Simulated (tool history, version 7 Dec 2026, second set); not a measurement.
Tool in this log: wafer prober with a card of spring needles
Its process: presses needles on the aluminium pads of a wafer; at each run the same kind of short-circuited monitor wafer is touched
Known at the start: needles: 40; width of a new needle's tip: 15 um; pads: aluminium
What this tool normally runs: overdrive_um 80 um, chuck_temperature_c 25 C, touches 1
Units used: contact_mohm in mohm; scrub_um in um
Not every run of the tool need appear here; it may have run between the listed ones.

run 1 hour=0 | overdrive_um=80 chuck_temperature_c=25 touches=1 | contact_mohm=230 scrub_um=12.08
-- hour=4.8 tips cleaned on abrasive film
-- hour=10.9 tips cleaned on abrasive film
-- hour=15.7 tips cleaned on abrasive film
-- hour=20.5 tips cleaned on abrasive film
-- hour=25.4 tips cleaned on abrasive film
run 2 hour=28.4 | overdrive_um=80 chuck_temperature_c=25 touches=1 | contact_mohm=249 scrub_um=12.03
-- hour=30.9 tips cleaned on abrasive film
-- hour=35.7 tips cleaned on abrasive film
-- hour=41.7 tips cleaned on abrasive film
-- hour=47.7 tips cleaned on abrasive film
-- hour=53.8 tips cleaned on abrasive film
-- hour=58.6 tips cleaned on abrasive film
-- hour=58.9 height of the first contact set anew
run 3 hour=63.1 | overdrive_um=80 chuck_temperature_c=25 touches=1 | contact_mohm=254 scrub_um=12.46
-- hour=64.4 tips cleaned on abrasive film
-- hour=70.4 tips cleaned on abrasive film
-- hour=76.4 tips cleaned on abrasive film
-- hour=81.2 tips cleaned on abrasive film
-- hour=86.1 tips cleaned on abrasive film
-- hour=90.9 tips cleaned on abrasive film
-- hour=95.7 tips cleaned on abrasive film
-- hour=101.8 tips cleaned on abrasive film
run 4 hour=103.6 | overdrive_um=80 chuck_temperature_c=25 touches=3 | contact_mohm=226 scrub_um=12.33
-- hour=107.2 tips cleaned on abrasive film
-- hour=112.1 tips cleaned on abrasive film
-- hour=116.9 tips cleaned on abrasive film
-- hour=121.7 tips cleaned on abrasive film
run 5 hour=121.8 | overdrive_um=80 chuck_temperature_c=25 touches=3 | contact_mohm=231 scrub_um=12.32
-- hour=126.6 tips cleaned on abrasive film
-- hour=132.6 tips cleaned on abrasive film
-- hour=138.6 tips cleaned on abrasive film
-- hour=143.5 tips cleaned on abrasive film
-- hour=149.5 tips cleaned on abrasive film
-- hour=154.3 tips cleaned on abrasive film
run 6 hour=157.1 | overdrive_um=80 chuck_temperature_c=96 touches=3 | contact_mohm=253 scrub_um=12.11
-- hour=159.6 tips cleaned on abrasive film
-- hour=164.4 tips cleaned on abrasive film
-- hour=169.2 tips cleaned on abrasive film
-- hour=175.2 tips cleaned on abrasive film
-- hour=180.1 tips cleaned on abrasive film
-- hour=186.1 tips cleaned on abrasive film
run 7 hour=187.8 | overdrive_um=80 chuck_temperature_c=96 touches=3 | contact_mohm=253 scrub_um=12.09
-- hour=191.4 tips cleaned on abrasive film
-- hour=196.3 tips cleaned on abrasive film
-- hour=201.1 tips cleaned on abrasive film
-- hour=207.1 tips cleaned on abrasive film
-- hour=212 tips cleaned on abrasive film
-- hour=216.8 tips cleaned on abrasive film
run 8 hour=217.7 | overdrive_um=80 chuck_temperature_c=25 touches=1 | contact_mohm=238 scrub_um=12.14
-- hour=222.5 tips cleaned on abrasive film
-- hour=228.5 tips cleaned on abrasive film
-- hour=233.4 tips cleaned on abrasive film
-- hour=238.2 tips cleaned on abrasive film
-- hour=243.1 tips cleaned on abrasive film
-- hour=247.9 tips cleaned on abrasive film
-- hour=252.7 tips cleaned on abrasive film
-- hour=255.4 height of the first contact set anew
run 9 hour=256.2 | overdrive_um=80 chuck_temperature_c=25 touches=1 | contact_mohm=248 scrub_um=12.41
-- hour=258.7 tips cleaned on abrasive film
-- hour=264.7 tips cleaned on abrasive film
-- hour=269.5 tips cleaned on abrasive film
-- hour=275.5 tips cleaned on abrasive film
-- hour=281.6 tips cleaned on abrasive film
-- hour=286.4 tips cleaned on abrasive film
-- hour=291.4 tips cleaned on abrasive film
run 10 hour=291.4 | overdrive_um=86 chuck_temperature_c=25 touches=1 | contact_mohm=233 scrub_um=13.29
-- hour=296.2 tips cleaned on abrasive film
-- hour=301.1 tips cleaned on abrasive film
-- hour=305.9 tips cleaned on abrasive film
-- hour=311.9 tips cleaned on abrasive film
run 11 hour=316.1 | overdrive_um=86 chuck_temperature_c=25 touches=1 | contact_mohm=252 scrub_um=13.24
-- hour=317.4 tips cleaned on abrasive film
-- hour=322.2 tips cleaned on abrasive film
-- hour=327.1 tips cleaned on abrasive film
-- hour=331.9 tips cleaned on abrasive film
-- hour=337.9 tips cleaned on abrasive film
run 12 hour=338.6 | overdrive_um=74 chuck_temperature_c=50 touches=1 | contact_mohm=245 scrub_um=11.26
-- hour=343.4 tips cleaned on abrasive film
-- hour=348.3 tips cleaned on abrasive film
-- hour=353.1 tips cleaned on abrasive film
-- hour=359.1 tips cleaned on abrasive film
-- hour=365.1 tips cleaned on abrasive film
-- hour=370 tips cleaned on abrasive film
-- hour=374.8 tips cleaned on abrasive film
run 13 hour=376.9 | overdrive_um=93 chuck_temperature_c=83 touches=1 | contact_mohm=250 scrub_um=14.24
-- hour=380.5 tips cleaned on abrasive film
-- hour=385.3 tips cleaned on abrasive film
-- hour=390.2 tips cleaned on abrasive film
-- hour=396.2 tips cleaned on abrasive film
-- hour=401 tips cleaned on abrasive film
-- hour=407.1 tips cleaned on abrasive film
-- hour=411.9 tips cleaned on abrasive film
run 14 hour=412 | overdrive_um=64 chuck_temperature_c=99 touches=1 | contact_mohm=256 scrub_um=9.51
-- hour=416.9 tips cleaned on abrasive film
-- hour=421.7 tips cleaned on abrasive film
-- hour=426.5 tips cleaned on abrasive film
-- hour=432.6 tips cleaned on abrasive film
-- hour=438.6 tips cleaned on abrasive film
run 15 hour=442.8 | overdrive_um=80 chuck_temperature_c=77 touches=3 | contact_mohm=254 scrub_um=12.01
-- hour=444.1 tips cleaned on abrasive film
-- hour=448.9 tips cleaned on abrasive film
-- hour=451.6 height of the first contact set anew
-- hour=455.3 tips cleaned on abrasive film
-- hour=460.1 tips cleaned on abrasive film
-- hour=466.1 tips cleaned on abrasive film
-- hour=472.1 tips cleaned on abrasive film
-- hour=477 tips cleaned on abrasive film
run 16 hour=480 | overdrive_um=80 chuck_temperature_c=77 touches=3 | contact_mohm=249 scrub_um=12.37
-- hour=482.5 tips cleaned on abrasive film
-- hour=487.3 tips cleaned on abrasive film
-- hour=492.2 tips cleaned on abrasive film
-- hour=498.2 tips cleaned on abrasive film
-- hour=503 tips cleaned on abrasive film
-- hour=507.9 tips cleaned on abrasive film
-- hour=519.9 card fitted with new needles
run 17 hour=522.4 | overdrive_um=80 chuck_temperature_c=77 touches=3 | contact_mohm=246 scrub_um=12.5
-- hour=524.9 tips cleaned on abrasive film
-- hour=529.7 tips cleaned on abrasive film
-- hour=535.7 tips cleaned on abrasive film
-- hour=540.6 tips cleaned on abrasive film
-- hour=546.6 tips cleaned on abrasive film
-- hour=551.4 tips cleaned on abrasive film
-- hour=557.4 tips cleaned on abrasive film
run 18 hour=558.5 | overdrive_um=75 chuck_temperature_c=106 touches=1 | contact_mohm=255 scrub_um=11.53
-- hour=563.3 tips cleaned on abrasive film
-- hour=568.2 tips cleaned on abrasive film
-- hour=573 tips cleaned on abrasive film
-- hour=577.8 tips cleaned on abrasive film
-- hour=582.7 tips cleaned on abrasive film
run 19 hour=584.7 | overdrive_um=80 chuck_temperature_c=88 touches=2 | contact_mohm=244 scrub_um=12.22
-- hour=588.4 tips cleaned on abrasive film
-- hour=593.2 tips cleaned on abrasive film
-- hour=599.2 tips cleaned on abrasive film
run 20 hour=602.1 | overdrive_um=62 chuck_temperature_c=88 touches=2 | contact_mohm=259 scrub_um=9.35
-- hour=604.6 tips cleaned on abrasive film
-- hour=609.4 tips cleaned on abrasive film
-- hour=614.2 tips cleaned on abrasive film
-- hour=620.2 tips cleaned on abrasive film
run 21 hour=621.4 | overdrive_um=79 chuck_temperature_c=117 touches=3 | contact_mohm=253 scrub_um=12.02
-- hour=626.2 tips cleaned on abrasive film
-- hour=631 tips cleaned on abrasive film
-- hour=637 tips cleaned on abrasive film
-- hour=643.1 tips cleaned on abrasive film
run 22 hour=647.6 | overdrive_um=95 chuck_temperature_c=112 touches=1 | contact_mohm=263 scrub_um=14.46

Had the tool no unlogged condition, and each run kept its random variation, what would the results have been?
Hidden state present: debris on the tips, nm; way that the needles fall short of the set height, um; tips' diameter, um; drift of the gauge itself on contact_mohm, %; drift of the gauge itself on scrub_um, %.
run=1 contact_mohm=227 scrub_um=12.41
run=2 contact_mohm=228 scrub_um=12.42
run=3 contact_mohm=228 scrub_um=12.46
run=4 contact_mohm=220 scrub_um=12.43
run=5 contact_mohm=229 scrub_um=12.48
run=6 contact_mohm=246 scrub_um=12.35
run=7 contact_mohm=246 scrub_um=12.4
run=8 contact_mohm=228 scrub_um=12.52
run=9 contact_mohm=228 scrub_um=12.41
run=10 contact_mohm=230 scrub_um=13.37
run=11 contact_mohm=227 scrub_um=13.37
run=12 contact_mohm=235 scrub_um=11.45
run=13 contact_mohm=237 scrub_um=14.52
run=14 contact_mohm=248 scrub_um=9.87
run=15 contact_mohm=243 scrub_um=12.44
run=16 contact_mohm=240 scrub_um=12.44
run=17 contact_mohm=242 scrub_um=12.5
run=18 contact_mohm=248 scrub_um=11.62
run=19 contact_mohm=238 scrub_um=12.38
run=20 contact_mohm=246 scrub_um=9.55
run=21 contact_mohm=250 scrub_um=12.26
run=22 contact_mohm=249 scrub_um=14.75

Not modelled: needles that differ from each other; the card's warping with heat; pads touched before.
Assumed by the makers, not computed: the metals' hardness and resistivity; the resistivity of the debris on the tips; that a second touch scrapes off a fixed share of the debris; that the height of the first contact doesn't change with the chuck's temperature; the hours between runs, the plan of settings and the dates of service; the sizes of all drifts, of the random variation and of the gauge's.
